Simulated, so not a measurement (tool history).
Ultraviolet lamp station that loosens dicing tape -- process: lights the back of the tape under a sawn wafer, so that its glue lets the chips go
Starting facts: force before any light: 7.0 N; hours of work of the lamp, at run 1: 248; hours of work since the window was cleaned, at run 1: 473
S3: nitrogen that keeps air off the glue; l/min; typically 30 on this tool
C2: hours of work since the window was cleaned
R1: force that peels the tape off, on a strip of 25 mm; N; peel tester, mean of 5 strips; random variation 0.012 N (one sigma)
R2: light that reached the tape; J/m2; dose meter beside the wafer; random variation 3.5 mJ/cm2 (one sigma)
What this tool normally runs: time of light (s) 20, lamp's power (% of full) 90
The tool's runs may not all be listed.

Run 1, hour 0: usual settings; hours of work of the lamp 248; C2 473. Result: R1 0.807 N, R2 4680 J/m2.
Run 2, hour 7.8: usual settings; hours of work of the lamp 255; C2 479. Result: R1 0.823 N, R2 4590 J/m2.
Run 3, hour 17.1: usual settings; hours of work of the lamp 262; C2 486. Result: R1 0.845 N, R2 4700 J/m2.
Run 4, hour 22.5: usual settings; hours of work of the lamp 266; C2 491. Result: R1 0.814 N, R2 4580 J/m2.
Run 5, hour 30.8: usual settings; hours of work of the lamp 273; C2 497. Result: R1 0.827 N, R2 4610 J/m2.
Run 6, hour 37.4: usual settings; hours of work of the lamp 278; C2 502. Result: R1 0.842 N, R2 4610 J/m2.
Run 7, hour 46.2: usual settings; hours of work of the lamp 285; C2 509. Result: R1 0.838 N, R2 4570 J/m2.
Run 8, hour 55.4: usual settings; hours of work of the lamp 292; C2 516. Result: R1 0.869 N, R2 4580 J/m2.
Run 9, hour 62.9: usual settings; hours of work of the lamp 298; C2 522. Result: R1 0.855 N, R2 4470 J/m2.
Run 10, hour 68.3: usual settings but lamp's power (% of full) 65; hours of work of the lamp 302; C2 526. Result: R1 1.555 N, R2 3270 J/m2.
Run 11, hour 74.8: usual settings but lamp's power (% of full) 65; hours of work of the lamp 307; C2 531. Result: R1 1.527 N, R2 3270 J/m2.
Run 12, hour 83.3: usual settings but time of light (s) 33; hours of work of the lamp 314; C2 538. Result: R1 0.292 N, R2 7360 J/m2.
Run 13, hour 92.1: usual settings but time of light (s) 27; hours of work of the lamp 320; C2 545. Result: R1 0.453 N, R2 6080 J/m2.
At hour 93.3: window cleaned of glue's vapour.
Run 14, hour 101.9: usual settings but time of light (s) 23, lamp's power (% of full) 62; hours of work of the lamp 328; C2 7. Result: R1 1.547 N, R2 3250 J/m2.
Run 15, hour 107.5: usual settings but time of light (s) 23, lamp's power (% of full) 62; hours of work of the lamp 332; C2 11. Result: R1 1.613 N, R2 3230 J/m2.

The next listed run, before its measurement:
Run 16, hour 117: usual settings but time of light (s) 27, lamp's power (% of full) 66; hours of work of the lamp 340; C2 19. Result: R1 ?, R2 ?.

R1: 1.063 N
R2: 4020 J/m2
With no hidden state in the tool, this same run would have given R1 0.537 N, R2 5620 J/m2.

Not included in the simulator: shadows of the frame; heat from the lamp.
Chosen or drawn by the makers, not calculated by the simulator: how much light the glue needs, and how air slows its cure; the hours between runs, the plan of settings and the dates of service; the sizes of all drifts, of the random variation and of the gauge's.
